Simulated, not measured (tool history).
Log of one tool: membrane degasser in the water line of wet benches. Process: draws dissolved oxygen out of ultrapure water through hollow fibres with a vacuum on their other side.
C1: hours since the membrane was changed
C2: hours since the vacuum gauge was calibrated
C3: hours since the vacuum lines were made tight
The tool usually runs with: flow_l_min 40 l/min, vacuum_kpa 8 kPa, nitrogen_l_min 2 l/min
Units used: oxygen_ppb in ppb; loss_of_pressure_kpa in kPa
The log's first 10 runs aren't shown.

Run 11, day 88.662: usual settings; C1 3782; C2 150; C3 8346. Result: oxygen_ppb 208.4 ppb, loss_of_pressure_kpa 31.89 kPa.
Run 12, day 94.196: usual settings; C1 3915; C2 283; C3 8479. Result: oxygen_ppb 208.6 ppb, loss_of_pressure_kpa 32.22 kPa.
Run 13, day 102.029: usual settings; C1 4103; C2 471; C3 8667. Result: oxygen_ppb 208.3 ppb, loss_of_pressure_kpa 32.24 kPa.
Run 14, day 112.017: usual settings; C1 4343; C2 711; C3 8907. Result: oxygen_ppb 207.3 ppb, loss_of_pressure_kpa 32.04 kPa.
Run 15, day 117.862: usual settings; C1 4483; C2 851; C3 9047. Result: oxygen_ppb 207.6 ppb, loss_of_pressure_kpa 31.63 kPa.
Run 16, day 130.279: usual settings; C1 4781; C2 1149; C3 9345. Result: oxygen_ppb 207.7 ppb, loss_of_pressure_kpa 31.9 kPa.
Run 17, day 142.55: usual settings but flow_l_min 32 l/min, vacuum_kpa 4.94 kPa; C1 5076; C2 1444; C3 9640. Result: oxygen_ppb 62.2 ppb, loss_of_pressure_kpa 25.5 kPa.
Run 18, day 154.108: usual settings but flow_l_min 38 l/min, vacuum_kpa 5.11 kPa, nitrogen_l_min 0.95 l/min; C1 5353; C2 1721; C3 9917. Result: oxygen_ppb 149 ppb, loss_of_pressure_kpa 30.57 kPa.
Run 19, day 161.138: usual settings but flow_l_min 39 l/min, vacuum_kpa 8.27 kPa, nitrogen_l_min 1.03 l/min; C1 5522; C2 1890; C3 10086. Result: oxygen_ppb 367.7 ppb, loss_of_pressure_kpa 31.48 kPa.
At day 162.308: seals of the vacuum lines changed.
Run 20, day 170.717: usual settings but flow_l_min 43 l/min; C1 5750; C2 2118; C3 202. Result: oxygen_ppb 220.1 ppb, loss_of_pressure_kpa 34.91 kPa.
Run 21, day 176.292: usual settings but flow_l_min 43 l/min; C1 5883; C2 2252; C3 336. Result: oxygen_ppb 221.4 ppb, loss_of_pressure_kpa 34.47 kPa.
Run 22, day 188.725: usual settings but flow_l_min 43 l/min, vacuum_kpa 9.41 kPa, nitrogen_l_min 0.88 l/min; C1 6182; C2 2550; C3 634. Result: oxygen_ppb 539.3 ppb, loss_of_pressure_kpa 34.42 kPa.
Run 23, day 196.846: usual settings but vacuum_kpa 9.29 kPa; C1 6377; C2 2745; C3 829. Result: oxygen_ppb 257.7 ppb, loss_of_pressure_kpa 32.11 kPa.
Run 24, day 207.046: usual settings but flow_l_min 36 l/min, vacuum_kpa 5.43 kPa, nitrogen_l_min 3.75 l/min; C1 6621; C2 2990; C3 1074. Result: oxygen_ppb 49.9 ppb, loss_of_pressure_kpa 29.18 kPa.
At day 214.312: gauge calibrated.
Run 25, day 216.279: usual settings but flow_l_min 44 l/min, nitrogen_l_min 5.76 l/min; C1 6843; C2 3211; C3 1295. Result: oxygen_ppb 90.4 ppb, loss_of_pressure_kpa 35.53 kPa.
Run 26, day 223.288: usual settings but flow_l_min 44 l/min, nitrogen_l_min 5.76 l/min; C1 7011; C2 3380; C3 1464. Result: oxygen_ppb 90.2 ppb, loss_of_pressure_kpa 35.44 kPa.
Run 27, day 235.817: usual settings but vacuum_kpa 11.35 kPa, nitrogen_l_min 1.8 l/min; C1 7312; C2 3680; C3 1764. Result: oxygen_ppb 382.8 ppb, loss_of_pressure_kpa 32.06 kPa.
Run 28, day 245.2: usual settings but flow_l_min 59 l/min, vacuum_kpa 18.37 kPa; C1 7537; C2 3905; C3 1989. Result: oxygen_ppb 869.2 ppb, loss_of_pressure_kpa 47.19 kPa.
Run 29, day 255.404: usual settings but vacuum_kpa 10.52 kPa, nitrogen_l_min 1 l/min; C1 7782; C2 4150; C3 2234. Result: oxygen_ppb 555.5 ppb, loss_of_pressure_kpa 32.07 kPa.
Run 30, day 266.467: usual settings but vacuum_kpa 10.52 kPa, nitrogen_l_min 1 l/min; C1 8048; C2 4416; C3 2500. Result: oxygen_ppb 554.3 ppb, loss_of_pressure_kpa 32.13 kPa.
Run 31, day 275.529: usual settings but flow_l_min 27 l/min, vacuum_kpa 17.49 kPa, nitrogen_l_min 1.19 l/min; C1 8265; C2 4633; C3 2717. Result: oxygen_ppb 660.7 ppb, loss_of_pressure_kpa 21.94 kPa.
Run 32, day 283.783: usual settings but vacuum_kpa 8.06 kPa; C1 8463; C2 4831; C3 2915. Result: oxygen_ppb 211.8 ppb, loss_of_pressure_kpa 32.18 kPa.

Here are 4 independent what-if runs from the current tool condition. What would each one return?
Run A, day 293.829: usual settings but nitrogen_l_min 0.83 l/min; C1 8704; C2 5073; C3 3156. Result: oxygen_ppb ?, loss_of_pressure_kpa ?.
Run B, day 293.829: usual settings but flow_l_min 34 l/min, vacuum_kpa 7.26 kPa, nitrogen_l_min 1.17 l/min; C1 8704; C2 5073; C3 3156. Result: oxygen_ppb ?, loss_of_pressure_kpa ?.
Run C, day 293.829: usual settings but flow_l_min 56 l/min, vacuum_kpa 5.72 kPa, nitrogen_l_min 2.54 l/min; C1 8704; C2 5073; C3 3156. Result: oxygen_ppb ?, loss_of_pressure_kpa ?.
Run D, day 293.829: usual settings but flow_l_min 26 l/min, vacuum_kpa 6.23 kPa, nitrogen_l_min 1.74 l/min; C1 8704; C2 5073; C3 3156. Result: oxygen_ppb ?, loss_of_pressure_kpa ?.

run  oxygen_ppb  loss_of_pressure_kpa
  A       424.7                 32.06
  B       242.4                 27.32
  C       132.7                 44.81
  D       102.4                 20.61
Without the tool's unlogged condition, the same runs would have read:
run  oxygen_ppb  loss_of_pressure_kpa
  A       428.8                    32
  B       244.8                 27.27
  C       133.8                 44.73
  D       103.3                 20.57
